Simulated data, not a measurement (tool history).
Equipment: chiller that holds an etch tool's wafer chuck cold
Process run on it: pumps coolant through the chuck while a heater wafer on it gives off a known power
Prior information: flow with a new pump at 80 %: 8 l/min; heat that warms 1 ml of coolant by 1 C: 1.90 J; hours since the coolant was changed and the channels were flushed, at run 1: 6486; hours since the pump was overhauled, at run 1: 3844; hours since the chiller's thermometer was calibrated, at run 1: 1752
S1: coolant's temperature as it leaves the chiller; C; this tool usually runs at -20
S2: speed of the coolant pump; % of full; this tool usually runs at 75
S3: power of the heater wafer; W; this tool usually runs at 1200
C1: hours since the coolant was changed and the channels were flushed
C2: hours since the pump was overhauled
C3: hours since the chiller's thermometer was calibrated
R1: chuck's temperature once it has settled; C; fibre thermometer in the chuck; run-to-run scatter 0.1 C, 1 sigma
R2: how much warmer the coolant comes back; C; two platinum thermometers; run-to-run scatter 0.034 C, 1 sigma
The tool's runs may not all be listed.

| run | hour | S1 | S2 | S3 | C1 | C2 | C3 | R1 | R2 |
|---|---|---|---|---|---|---|---|---|---|
| 1 | 0 | -20 | 75 | 1200 | 6486 | 3844 | 1752 | -8.2 | 5.57 |
| 2 | 72.7 | -20 | 75 | 1200 | 6559 | 3917 | 1825 | -8 | 5.54 |
| 3 | 181.5 | -20 | 75 | 1200 | 6667 | 4026 | 1933 | -8 | 5.54 |
| 4 | 255 | -15 | 75 | 1200 | 6741 | 4099 | 2007 | -3 | 5.61 |
| 5 | 360.7 | -20 | 75 | 1200 | 6847 | 4205 | 2113 | -7.9 | 5.58 |
| 6 | 425.7 | -20 | 75 | 1200 | 6912 | 4270 | 2178 | -7.9 | 5.71 |
| 7 | 525.5 | -16 | 75 | 1200 | 7011 | 4370 | 2277 | -3.8 | 5.61 |
|  | 582.5 | coolant changed, channels flushed |
| 8 | 633.5 | -16 | 75 | 1200 | 51 | 4472 | 2379 | -5.3 | 5.58 |
| 9 | 713 | -16 | 75 | 1200 | 131 | 4551 | 2459 | -5.4 | 5.63 |
| 10 | 765.6 | -20 | 75 | 1200 | 183 | 4604 | 2511 | -9.3 | 5.68 |
| 11 | 821.8 | -20 | 75 | 1200 | 239 | 4660 | 2568 | -9.5 | 5.61 |
| 12 | 927.3 | -20 | 75 | 789 | 345 | 4765 | 2673 | -13.1 | 3.72 |
| 13 | 1028 | -20 | 75 | 789 | 446 | 4866 | 2774 | -13 | 3.76 |
|  | 1131.3 | chiller's thermometer calibrated |
| 14 | 1133.4 | -20 | 75 | 789 | 550 | 4971 | 2 | -12.7 | 3.76 |
| 15 | 1229.3 | -20 | 75 | 789 | 646 | 5066 | 98 | -12.8 | 3.78 |
| 16 | 1290.4 | -20 | 75 | 675 | 707 | 5127 | 159 | -13.5 | 3.19 |
| 17 | 1379.6 | -22 | 75 | 675 | 796 | 5217 | 248 | -15.9 | 3.24 |
| 18 | 1436 | -14 | 77 | 1200 | 853 | 5273 | 305 | -3.1 | 5.61 |
| 19 | 1491.4 | -10 | 77 | 1200 | 908 | 5328 | 360 | 0.8 | 5.56 |
| 20 | 1547.4 | -26 | 83 | 1270 | 964 | 5384 | 416 | -15.4 | 5.48 |
| 21 | 1620.4 | -20 | 78 | 1126 | 1037 | 5457 | 489 | -9.9 | 5.19 |
| 22 | 1736.5 | -19 | 78 | 1368 | 1153 | 5574 | 605 | -6.5 | 6.31 |
| 23 | 1814.2 | -14 | 78 | 1368 | 1231 | 5651 | 683 | -1.7 | 6.33 |
| 24 | 1896 | -13 | 78 | 1368 | 1312 | 5733 | 765 | -0.5 | 6.35 |
| 25 | 1949.6 | -13 | 78 | 1368 | 1366 | 5787 | 818 | -0.4 | 6.33 |
| 26 | 2053.9 | -13 | 78 | 1368 | 1470 | 5891 | 923 | -0.5 | 6.43 |
| 27 | 2142.1 | -25 | 81 | 1227 | 1559 | 5979 | 1011 | -14.2 | 5.53 |
| 28 | 2241.8 | -25 | 81 | 1227 | 1658 | 6079 | 1110 | -14 | 5.57 |
| 29 | 2293.6 | -25 | 81 | 1227 | 1710 | 6131 | 1162 | -14.1 | 5.56 |
| 30 | 2372.4 | -24 | 69 | 1200 | 1789 | 6209 | 1241 | -11.5 | 6.42 |
| 31 | 2473.1 | -24 | 69 | 1200 | 1890 | 6310 | 1342 | -11.4 | 6.35 |

Below, some changes in R1 between adjacent runs. For each, the amount present without the hidden state too (settings, incoming material, random variation) and the amount remaining for the hidden state with gauge scatter not shared by both compared results:
Unlogged tool condition in this case: heat passed by the chuck's channels, % of clean ones'; flow at a given pump speed, % of a new pump's; coolant's true temperature over the reading, C; drift of the gauge itself on chuck_c, C; drift of the gauge itself on warmer_back_c, C.
Run 7 -> 8: coolant changed, channels flushed. R1 -1.5 C: hidden state -1.4, all else -0.1.
Run 11 -> 12: S3 1200 -> 789. R1 -3.6 C: hidden state -0.3, all else -3.3.
Run 17 -> 18: S1 -22 -> -14, S2 75 -> 77, S3 675 -> 1200. R1 +12.8 C: hidden state +0.5, all else +12.3.
Run 19 -> 20: S1 -10 -> -26, S2 77 -> 83, S3 1200 -> 1270. R1 -16.2 C: hidden state +0.1, all else -16.3.
Run 26 -> 27: S1 -13 -> -25, S2 78 -> 81, S3 1368 -> 1227. R1 -13.7 C: hidden state -0.2, all else -13.5.
